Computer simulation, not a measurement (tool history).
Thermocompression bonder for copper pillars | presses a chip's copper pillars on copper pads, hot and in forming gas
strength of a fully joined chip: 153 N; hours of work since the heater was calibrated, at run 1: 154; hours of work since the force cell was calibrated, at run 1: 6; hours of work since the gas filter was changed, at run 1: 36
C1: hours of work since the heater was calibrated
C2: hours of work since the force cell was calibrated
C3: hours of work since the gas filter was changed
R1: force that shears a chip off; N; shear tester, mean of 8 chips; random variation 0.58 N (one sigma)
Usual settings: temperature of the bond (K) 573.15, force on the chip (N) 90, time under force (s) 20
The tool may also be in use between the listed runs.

run 1 hour=0.0 | temperature_of_the_bond_(K)=573.15 force_on_the_chip_(N)=90 time_under_force_(s)=20 | C1=154 C2=6 C3=36 | R1=106.2
run 2 hour=22.0 | temperature_of_the_bond_(K)=573.15 force_on_the_chip_(N)=90 time_under_force_(s)=20 | C1=164 C2=17 C3=47 | R1=107.1
run 3 hour=43.1 | temperature_of_the_bond_(K)=573.15 force_on_the_chip_(N)=123 time_under_force_(s)=20 | C1=175 C2=27 C3=57 | R1=127.9
run 4 hour=59.7 | temperature_of_the_bond_(K)=573.15 force_on_the_chip_(N)=123 time_under_force_(s)=20 | C1=183 C2=35 C3=65 | R1=128.6
run 5 hour=82.4 | temperature_of_the_bond_(K)=573.15 force_on_the_chip_(N)=90 time_under_force_(s)=20 | C1=194 C2=46 C3=76 | R1=107.2
run 6 hour=94.2 | temperature_of_the_bond_(K)=573.15 force_on_the_chip_(N)=90 time_under_force_(s)=20 | C1=199 C2=51 C3=82 | R1=106.9
run 7 hour=109.2 | temperature_of_the_bond_(K)=573.15 force_on_the_chip_(N)=90 time_under_force_(s)=20 | C1=206 C2=59 C3=89 | R1=106.8
run 8 hour=132.2 | temperature_of_the_bond_(K)=573.15 force_on_the_chip_(N)=90 time_under_force_(s)=20 | C1=218 C2=70 C3=100 | R1=108.4
run 9 hour=154.4 | temperature_of_the_bond_(K)=573.15 force_on_the_chip_(N)=90 time_under_force_(s)=20 | C1=228 C2=81 C3=111 | R1=108.9
run 10 hour=175.6 | temperature_of_the_bond_(K)=573.15 force_on_the_chip_(N)=90 time_under_force_(s)=20 | C1=239 C2=91 C3=121 | R1=108.8
run 11 hour=193.6 | temperature_of_the_bond_(K)=573.15 force_on_the_chip_(N)=90 time_under_force_(s)=20 | C1=247 C2=99 C3=130 | R1=109.3
run 12 hour=208.9 | temperature_of_the_bond_(K)=573.15 force_on_the_chip_(N)=90 time_under_force_(s)=20 | C1=255 C2=107 C3=137 | R1=107.5
run 13 hour=221.0 | temperature_of_the_bond_(K)=573.15 force_on_the_chip_(N)=90 time_under_force_(s)=20 | C1=260 C2=113 C3=143 | R1=108.9
run 14 hour=233.3 | temperature_of_the_bond_(K)=573.15 force_on_the_chip_(N)=90 time_under_force_(s)=20 | C1=266 C2=119 C3=149 | R1=108.4
-- hour=251.3 gauge calibrated
run 15 hour=252.0 | temperature_of_the_bond_(K)=573.15 force_on_the_chip_(N)=90 time_under_force_(s)=20 | C1=275 C2=128 C3=158 | R1=105.5
run 16 hour=267.3 | temperature_of_the_bond_(K)=573.15 force_on_the_chip_(N)=85 time_under_force_(s)=20 | C1=283 C2=135 C3=165 | R1=101.8
run 17 hour=284.4 | temperature_of_the_bond_(K)=579.15 force_on_the_chip_(N)=85 time_under_force_(s)=23 | C1=291 C2=143 C3=174 | R1=111.3
run 18 hour=300.4 | temperature_of_the_bond_(K)=579.15 force_on_the_chip_(N)=85 time_under_force_(s)=23 | C1=299 C2=151 C3=181 | R1=111.2
-- hour=311.3 forming gas filter changed
run 19 hour=325.6 | temperature_of_the_bond_(K)=579.15 force_on_the_chip_(N)=80 time_under_force_(s)=18 | C1=311 C2=163 C3=7 | R1=99.7
run 20 hour=339.5 | temperature_of_the_bond_(K)=579.15 force_on_the_chip_(N)=80 time_under_force_(s)=18 | C1=318 C2=170 C3=14 | R1=99.6
run 21 hour=351.2 | temperature_of_the_bond_(K)=600.15 force_on_the_chip_(N)=80 time_under_force_(s)=18 | C1=323 C2=175 C3=19 | R1=112.2
run 22 hour=365.7 | temperature_of_the_bond_(K)=600.15 force_on_the_chip_(N)=80 time_under_force_(s)=18 | C1=330 C2=182 C3=26 | R1=112.8
run 23 hour=378.8 | temperature_of_the_bond_(K)=559.15 force_on_the_chip_(N)=73 time_under_force_(s)=20 | C1=337 C2=189 C3=33 | R1=82.8
run 24 hour=399.4 | temperature_of_the_bond_(K)=553.15 force_on_the_chip_(N)=120 time_under_force_(s)=54 | C1=347 C2=199 C3=43 | R1=139.7
run 25 hour=417.4 | temperature_of_the_bond_(K)=561.15 force_on_the_chip_(N)=120 time_under_force_(s)=54 | C1=355 C2=207 C3=51 | R1=142.5
run 26 hour=439.7 | temperature_of_the_bond_(K)=573.15 force_on_the_chip_(N)=127 time_under_force_(s)=20 | C1=366 C2=218 C3=62 | R1=133.2
run 27 hour=451.7 | temperature_of_the_bond_(K)=557.15 force_on_the_chip_(N)=55 time_under_force_(s)=37 | C1=372 C2=224 C3=68 | R1=77.6
run 28 hour=470.6 | temperature_of_the_bond_(K)=557.15 force_on_the_chip_(N)=55 time_under_force_(s)=37 | C1=381 C2=233 C3=77 | R1=78.1

Run 29 comes next. What will it give?
run 29 hour=490.3 | temperature_of_the_bond_(K)=588.15 force_on_the_chip_(N)=106 time_under_force_(s)=11 | C1=390 C2=243 C3=87 | R1=?

{"run 29": {"R1": 114.8}}
Without the tool's hidden state the same run would have given R1 111.8 N.
